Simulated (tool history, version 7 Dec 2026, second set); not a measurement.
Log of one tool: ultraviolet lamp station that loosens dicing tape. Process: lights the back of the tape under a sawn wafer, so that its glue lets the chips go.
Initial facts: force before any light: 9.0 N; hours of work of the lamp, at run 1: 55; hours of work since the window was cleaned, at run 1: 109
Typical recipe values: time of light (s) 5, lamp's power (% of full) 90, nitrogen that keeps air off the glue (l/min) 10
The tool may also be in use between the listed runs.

run,hour,time of light (s),lamp's power (% of full),nitrogen that keeps air off the glue (l/min),hours of work of the lamp,hours of work since the window was cleaned,force that peels the tape off (N),light that reached the tape (J/m2)
1,0.0,5,90,10,55,109,0.643,3140
2,38.5,5,90,10,85,139,0.684,3070
3,73.9,5,90,10,112,166,0.710,3060
4,122.4,5,90,10,149,203,0.712,3000
5,167.6,5,90,10,183,237,0.778,2880
# hour 206.7: window cleaned of glue's vapour
6,213.2,5,90,10,218,5,0.900,2740
7,259.4,5,90,17,253,40,0.678,2660
8,283.3,5,90,8,272,59,1.071,2670
9,318.1,5,90,10,298,85,0.982,2640
# hour 337.2: window cleaned of glue's vapour, once more
10,350.1,5,90,4,322,10,1.320,2920
11,376.9,5,68,10,343,30,1.301,2170
12,399.5,5,68,10,360,48,1.317,2160
13,421.8,5,90,10,377,65,0.790,2810
14,453.5,5,90,10,402,89,0.832,2770
15,479.2,5,90,10,421,109,0.867,2710
16,500.9,5,90,10,438,125,0.880,2730
17,529.9,5,90,10,460,148,0.884,2730
18,568.6,5,90,14,490,177,0.794,2610
19,608.4,5,90,14,520,208,0.825,2560
20,656.6,4,89,10,557,244,1.567,1980
# hour 687.0: window cleaned of glue's vapour
21,709.5,4,62,14,597,17,2.234,1450
22,740.3,4,63,14,621,41,2.273,1420
23,774.4,2,98,13,647,67,3.111,1100
24,806.4,5,86,5,671,91,1.661,2370
25,832.5,5,86,5,691,111,1.598,2360
26,869.2,5,90,5,719,139,1.614,2410
27,913.8,5,82,10,753,174,1.396,2120
28,966.3,5,73,17,794,214,1.405,1850
29,997.6,5,73,17,818,238,1.456,1790
30,1032.0,10,73,13,844,264,0.455,3490
# hour 1037.1: window cleaned of glue's vapour
31,1070.8,10,73,13,873,26,0.388,3780
32,1095.3,2,90,16,892,45,3.601,930

Some steps in force that peels the tape off (N) between neighbouring runs. How much of each would the tool show without its hidden state too (settings, what came in, random variation), and how much is left for the hidden state, with any gauge scatter that isn't in both results?
Hidden state at play: lamp's light, % of a new lamp's; light that the window lets through, % of a clean one's; drift of the gauge itself on peel_n, %; drift of the gauge itself on dose_mj_cm2, %.
Run 19 -> 20: time of light (s) 5 -> 4, lamp's power (% of full) 90 -> 89, nitrogen that keeps air off the glue (l/min) 14 -> 10. force that peels the tape off (N) +0.742: hidden state +0.286, all else +0.456.
Run 23 -> 24: time of light (s) 2 -> 5, lamp's power (% of full) 98 -> 86, nitrogen that keeps air off the glue (l/min) 13 -> 5. force that peels the tape off (N) -1.450: hidden state -0.203, all else -1.247.
Run 29 -> 30: time of light (s) 5 -> 10, nitrogen that keeps air off the glue (l/min) 17 -> 13. force that peels the tape off (N) -1.001: hidden state -0.570, all else -0.431.
Run 31 -> 32: time of light (s) 10 -> 2, lamp's power (% of full) 73 -> 90, nitrogen that keeps air off the glue (l/min) 13 -> 16. force that peels the tape off (N) +3.213: hidden state +1.085, all else +2.128.

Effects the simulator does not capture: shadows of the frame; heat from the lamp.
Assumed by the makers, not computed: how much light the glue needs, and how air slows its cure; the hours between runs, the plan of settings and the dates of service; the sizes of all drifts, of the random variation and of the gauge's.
